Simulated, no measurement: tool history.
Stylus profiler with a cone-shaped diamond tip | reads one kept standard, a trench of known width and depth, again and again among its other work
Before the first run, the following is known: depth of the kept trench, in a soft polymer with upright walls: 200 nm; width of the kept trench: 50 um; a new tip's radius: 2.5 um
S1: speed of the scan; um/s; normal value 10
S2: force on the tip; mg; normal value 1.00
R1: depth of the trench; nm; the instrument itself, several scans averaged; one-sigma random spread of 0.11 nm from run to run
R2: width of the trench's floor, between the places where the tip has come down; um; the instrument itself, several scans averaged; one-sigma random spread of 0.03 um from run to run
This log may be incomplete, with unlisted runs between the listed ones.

Run 1, hour 0.0: usual settings. Result: R1 201.19 nm, R2 47.07 um.
Run 2, hour 72.4: usual settings but S1 2 um/s. Result: R1 201.43 nm, R2 46.96 um.
Run 3, hour 215.8: usual settings but S1 2 um/s, S2 2.97 mg. Result: R1 202.10 nm, R2 46.83 um.
Run 4, hour 334.0: usual settings but S1 2 um/s, S2 2.97 mg. Result: R1 202.08 nm, R2 46.72 um.
Run 5, hour 394.4: usual settings but S1 2 um/s, S2 2.97 mg. Result: R1 202.09 nm, R2 46.69 um.
Run 6, hour 464.3: usual settings but S1 2 um/s, S2 2.97 mg. Result: R1 202.42 nm, R2 46.64 um.
Run 7, hour 588.9: usual settings. Result: R1 201.51 nm, R2 46.47 um.
Run 8, hour 686.6: usual settings. Result: R1 201.79 nm, R2 46.45 um.
At hour 700.6: new tip fitted, height scale calibrated.
Run 9, hour 770.4: usual settings. Result: R1 200.63 nm, R2 47.89 um.
Run 10, hour 849.0: usual settings but S1 15 um/s. Result: R1 200.74 nm, R2 47.83 um.
Run 11, hour 979.2: usual settings but S1 11 um/s. Result: R1 200.95 nm, R2 47.69 um.
Run 12, hour 1119.8: usual settings but S2 0.71 mg. Result: R1 200.65 nm, R2 47.50 um.
Run 13, hour 1217.9: usual settings but S2 2.45 mg. Result: R1 201.72 nm, R2 47.44 um.
Run 14, hour 1351.6: usual settings but S1 36 um/s. Result: R1 201.15 nm, R2 47.17 um.
Run 15, hour 1446.1: usual settings but S1 36 um/s. Result: R1 201.21 nm, R2 47.11 um.
Run 16, hour 1529.7: usual settings. Result: R1 201.17 nm, R2 47.14 um.
Run 17, hour 1648.5: usual settings. Result: R1 201.40 nm, R2 46.99 um.
Run 18, hour 1785.9: usual settings. Result: R1 201.72 nm, R2 46.91 um.
Run 19, hour 1887.8: usual settings. Result: R1 201.48 nm, R2 46.79 um.
Run 20, hour 1955.9: usual settings. Result: R1 201.60 nm, R2 46.72 um.
Run 21, hour 2046.1: usual settings but S1 8 um/s, S2 1.33 mg. Result: R1 201.98 nm, R2 46.63 um.
Run 22, hour 2176.7: usual settings but S1 20 um/s, S2 0.34 mg. Result: R1 201.25 nm, R2 46.49 um.
Run 23, hour 2264.8: usual settings but S1 8 um/s, S2 0.59 mg. Result: R1 201.69 nm, R2 46.49 um.
Run 24, hour 2350.6: usual settings but S1 8 um/s, S2 0.59 mg. Result: R1 201.40 nm, R2 46.43 um.
At hour 2446.3: new tip fitted, height scale calibrated.
Run 25, hour 2484.0: usual settings but S1 5 um/s, S2 0.59 mg. Result: R1 200.59 nm, R2 47.89 um.
Run 26, hour 2628.0: usual settings but S1 5 um/s, S2 0.59 mg. Result: R1 200.56 nm, R2 47.77 um.
Run 27, hour 2770.4: usual settings but S1 3 um/s, S2 1.19 mg. Result: R1 201.19 nm, R2 47.59 um.
Run 28, hour 2844.7: usual settings but S2 0.94 mg. Result: R1 200.80 nm, R2 47.49 um.
Run 29, hour 2957.9: usual settings but S1 11 um/s, S2 0.79 mg. Result: R1 200.89 nm, R2 47.39 um.
Run 30, hour 3081.4: usual settings but S1 11 um/s, S2 0.79 mg. Result: R1 201.00 nm, R2 47.25 um.
Run 31, hour 3179.3: usual settings but S1 11 um/s, S2 0.79 mg. Result: R1 201.19 nm, R2 47.18 um.
Run 32, hour 3258.2: usual settings but S1 11 um/s, S2 0.79 mg. Result: R1 201.04 nm, R2 47.08 um.
Run 33, hour 3349.0: usual settings but S1 12 um/s, S2 0.73 mg. Result: R1 201.05 nm, R2 47.01 um.
Run 34, hour 3426.6: usual settings but S1 2 um/s, S2 1.32 mg. Result: R1 201.58 nm, R2 46.98 um.
Run 35, hour 3547.2: usual settings but S1 26 um/s, S2 2.20 mg. Result: R1 201.83 nm, R2 46.82 um.
Run 36, hour 3651.2: usual settings but S1 5 um/s, S2 1.80 mg. Result: R1 201.67 nm, R2 46.74 um.
Run 37, hour 3716.3: usual settings but S1 32 um/s, S2 0.61 mg. Result: R1 201.31 nm, R2 46.59 um.

A few steps of R1 between consecutive runs. Split each: what settings, incoming material and random variation would produce without the hidden state, and what is left over for the hidden state, along with gauge scatter present in only one of the two compared results (measured, and without hidden state):
The tool's hidden condition here consists of: radius of the tip, um; height scale over the true one, %; drift of the gauge itself on depth_nm, %; drift of the gauge itself on floor_um, %.
Run 2 -> 3: S2 1.00 -> 2.97. R1 +0.67 nm: hidden state +0.10, all else +0.57.
Run 6 -> 7: S1 2 -> 10, S2 2.97 -> 1.00. R1 -0.91 nm: hidden state +0.08, all else -0.99.
Run 8 -> 9: new tip fitted, height scale calibrated. R1 -1.16 nm: hidden state -0.90, all else -0.26.
Run 12 -> 13: S2 0.71 -> 2.45. R1 +1.07 nm: hidden state +0.07, all else +1.00.
Run 24 -> 25: S1 8 -> 5, new tip fitted, height scale calibrated. R1 -0.81 nm: hidden state -1.08, all else +0.27.
